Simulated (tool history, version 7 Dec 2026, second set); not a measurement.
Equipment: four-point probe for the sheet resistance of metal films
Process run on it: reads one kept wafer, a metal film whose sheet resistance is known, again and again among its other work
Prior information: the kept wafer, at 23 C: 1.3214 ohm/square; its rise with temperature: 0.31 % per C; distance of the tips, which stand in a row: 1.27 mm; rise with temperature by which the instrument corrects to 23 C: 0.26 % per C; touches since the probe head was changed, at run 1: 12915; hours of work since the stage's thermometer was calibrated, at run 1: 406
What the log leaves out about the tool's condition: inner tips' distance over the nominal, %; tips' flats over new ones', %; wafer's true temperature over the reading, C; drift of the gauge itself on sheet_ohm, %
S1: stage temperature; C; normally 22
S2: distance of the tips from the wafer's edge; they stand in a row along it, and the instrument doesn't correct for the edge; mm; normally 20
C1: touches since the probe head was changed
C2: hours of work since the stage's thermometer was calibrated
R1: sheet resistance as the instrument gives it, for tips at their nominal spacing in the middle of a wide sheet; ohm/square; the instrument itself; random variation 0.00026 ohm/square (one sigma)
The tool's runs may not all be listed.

run 1 day=0.000 | S1=22 S2=20 | C1=12915 C2=406 | R1=1.323362
run 2 day=0.404 | S1=22 S2=34 | C1=13217 C2=413 | R1=1.322015
run 3 day=0.950 | S1=22 S2=4 | C1=13624 C2=422 | R1=1.388418
run 4 day=1.588 | S1=22 S2=4 | C1=14101 C2=433 | R1=1.388656
run 5 day=2.054 | S1=33 S2=20 | C1=14452 C2=441 | R1=1.330909
run 6 day=2.388 | S1=33 S2=20 | C1=14701 C2=447 | R1=1.330908
run 7 day=2.829 | S1=33 S2=3 | C1=15031 C2=454 | R1=1.443972
run 8 day=3.217 | S1=26 S2=3 | C1=15322 C2=461 | R1=1.438885
run 9 day=3.600 | S1=22 S2=20 | C1=15608 C2=467 | R1=1.323770
run 10 day=4.229 | S1=30 S2=18 | C1=16076 C2=478 | R1=1.329529
run 11 day=4.767 | S1=18 S2=51 | C1=16479 C2=487 | R1=1.318215
run 12 day=5.433 | S1=21 S2=67 | C1=16977 C2=499 | R1=1.320009
run 13 day=6.025 | S1=27 S2=4 | C1=17419 C2=509 | R1=1.391659
run 14 day=6.583 | S1=27 S2=4 | C1=17837 C2=519 | R1=1.391709
run 15 day=7.054 | S1=30 S2=29 | C1=18189 C2=527 | R1=1.327313

Run 16 is up next; what results do you expect?
run 16 day=7.479 | S1=30 S2=29 | C1=18508 C2=534 | R1=?

R1: 1.327785 ohm/square
Were there no unlogged condition in the tool, this run, its random variation unchanged, would have produced R1 1.327785 ohm/square.

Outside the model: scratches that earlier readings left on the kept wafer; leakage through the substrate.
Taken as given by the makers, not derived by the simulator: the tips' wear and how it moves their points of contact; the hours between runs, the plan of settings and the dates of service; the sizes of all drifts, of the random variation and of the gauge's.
